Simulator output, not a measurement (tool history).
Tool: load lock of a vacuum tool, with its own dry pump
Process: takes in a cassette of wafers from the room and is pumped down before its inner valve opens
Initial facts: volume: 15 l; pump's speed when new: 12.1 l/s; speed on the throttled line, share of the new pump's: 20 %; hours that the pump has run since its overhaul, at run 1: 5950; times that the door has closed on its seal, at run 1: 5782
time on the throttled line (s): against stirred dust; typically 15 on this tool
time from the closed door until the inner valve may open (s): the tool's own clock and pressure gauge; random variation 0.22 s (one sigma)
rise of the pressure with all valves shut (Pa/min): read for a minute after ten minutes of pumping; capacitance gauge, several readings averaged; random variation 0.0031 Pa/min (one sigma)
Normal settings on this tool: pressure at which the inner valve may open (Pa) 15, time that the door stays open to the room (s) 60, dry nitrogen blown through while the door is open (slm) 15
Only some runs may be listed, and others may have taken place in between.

| run | day | time on the throttled line (s) | pressure at which the inner valve may open (Pa) | time that the door stays open to the room (s) | dry nitrogen blown through while the door is open (slm) | hours that the pump has run since its overhaul | times that the door has closed on its seal | incoming humidity of the room's air, % | time from the closed door until the inner valve may open (s) | rise of the pressure with all valves shut (Pa/min) |
|---|---|---|---|---|---|---|---|---|---|---|
| 1 | 0 | 15 | 15 | 60 | 15 | 5950 | 5782 | 43.9 | 23.2 | 0.063 |
| 2 | 14.296 | 15 | 15 | 60 | 15 | 6293 | 6150 | 43.6 | 22.8 | 0.063 |
| 3 | 27.808 | 15 | 15 | 60 | 15 | 6617 | 6498 | 48.7 | 22.9 | 0.078 |
| 4 | 43.554 | 15 | 15 | 60 | 9 | 6995 | 6904 | 47.2 | 22.9 | 0.081 |
| 5 | 52.688 | 15 | 15 | 60 | 15 | 7214 | 7139 | 45.7 | 22.9 | 0.067 |
| 6 | 62.95 | 19 | 15 | 60 | 15 | 7460 | 7404 | 43.4 | 26 | 0.069 |
| 7 | 73.871 | 19 | 15 | 60 | 15 | 7722 | 7685 | 47.5 | 26.3 | 0.074 |
| 8 | 87.942 | 15 | 15 | 60 | 15 | 8060 | 8047 | 40.5 | 23.3 | 0.067 |
| 9 | 97.008 | 15 | 15 | 60 | 15 | 8278 | 8281 | 46.7 | 22.9 | 0.066 |
| 10 | 111.729 | 15 | 15 | 60 | 15 | 8631 | 8660 | 44.1 | 23.3 | 0.066 |
| 11 | 123.346 | 15 | 15 | 59 | 15 | 8910 | 8959 | 44.1 | 23.4 | 0.068 |
|  | 137.029 | dry pump taken out, an overhauled one fitted |
| 12 | 138.092 | 15 | 15 | 36 | 15 | 26 | 9333 | 41 | 23.1 | 0.053 |
| 13 | 151.604 | 15 | 15 | 62 | 15 | 350 | 9681 | 44.8 | 22.6 | 0.071 |
| 14 | 162.121 | 15 | 15 | 62 | 15 | 602 | 9952 | 46.3 | 22.7 | 0.071 |
| 15 | 176.354 | 15 | 15 | 54 | 15 | 944 | 10318 | 44 | 22.9 | 0.067 |
| 16 | 192.729 | 15 | 15 | 54 | 15 | 1337 | 10740 | 44 | 23.2 | 0.064 |
| 17 | 199.888 | 15 | 15 | 60 | 15 | 1509 | 10925 | 41.8 | 23 | 0.067 |
| 18 | 212.783 | 11 | 15 | 60 | 15 | 1818 | 11257 | 44.4 | 20.4 | 0.063 |
| 19 | 221.542 | 11 | 15 | 60 | 15 | 2028 | 11483 | 44.1 | 20.2 | 0.069 |
| 20 | 236.488 | 27 | 15 | 60 | 5 | 2387 | 11868 | 45.2 | 33 | 0.096 |
| 21 | 253.508 | 27 | 15 | 60 | 5 | 2796 | 12306 | 41.3 | 32.8 | 0.077 |
| 22 | 265.912 | 27 | 15 | 60 | 5 | 3093 | 12626 | 45.1 | 32.5 | 0.092 |
| 23 | 279.762 | 27 | 15 | 60 | 5 | 3426 | 12982 | 44 | 32.6 | 0.086 |
| 24 | 292.317 | 12 | 15 | 60 | 6 | 3727 | 13306 | 45 | 20.9 | 0.086 |
| 25 | 304.692 | 9 | 12 | 69 | 6 | 4024 | 13625 | 41.3 | 18.3 | 0.082 |
| 26 | 321.708 | 19 | 15 | 60 | 38 | 4432 | 14063 | 49.9 | 26 | 0.056 |
| 27 | 333.871 | 19 | 15 | 60 | 38 | 4724 | 14376 | 47.3 | 26.4 | 0.048 |
| 28 | 341.242 | 14 | 16 | 101 | 36 | 4901 | 14566 | 43.5 | 22.5 | 0.054 |
| 29 | 356.225 | 21 | 24 | 60 | 8 | 5261 | 14952 | 45.2 | 27.5 | 0.081 |
| 30 | 369.825 | 18 | 11 | 60 | 6 | 5587 | 15303 | 44.5 | 25.9 | 0.085 |
| 31 | 382.479 | 16 | 11 | 219 | 6 | 5891 | 15629 | 48.4 | 24.3 | 0.148 |
| 32 | 390.446 | 19 | 11 | 101 | 6 | 6082 | 15834 | 46.5 | 26.6 | 0.11 |
| 33 | 400.508 | 9 | 17 | 36 | 7 | 6324 | 16093 | 47.3 | 17.9 | 0.074 |
| 34 | 415.033 | 9 | 17 | 36 | 7 | 6672 | 16467 | 46 | 18.2 | 0.071 |
| 35 | 426.233 | 25 | 18 | 83 | 24 | 6941 | 16756 | 45.2 | 30.6 | 0.07 |
| 36 | 443.312 | 15 | 15 | 137 | 8 | 7351 | 17196 | 43.4 | 22.9 | 0.105 |

Forecast each of these 3 alternatives for the next run:
| A | 452.262 | 9 | 15 | 157 | 13 | 7566 | 17426 | 48.6 | ? | ? |
| B | 452.262 | 9 | 15 | 171 | 8 | 7566 | 17426 | 43.4 | ? | ? |
| C | 452.262 | 15 | 15 | 68 | 6 | 7566 | 17426 | 42.1 | ? | ? |

| run | time from the closed door until the inner valve may open (s) | rise of the pressure with all valves shut (Pa/min) |
|---|---|---|
| A | 18.1 | 0.113 |
| B | 18 | 0.114 |
| C | 23 | 0.084 |
The same runs, with their run-to-run variation unchanged, on a tool lacking any hidden condition would have given:
| run | time from the closed door until the inner valve may open (s) | rise of the pressure with all valves shut (Pa/min) |
|---|---|---|
| A | 18.1 | 0.112 |
| B | 18 | 0.113 |
| C | 23 | 0.084 |
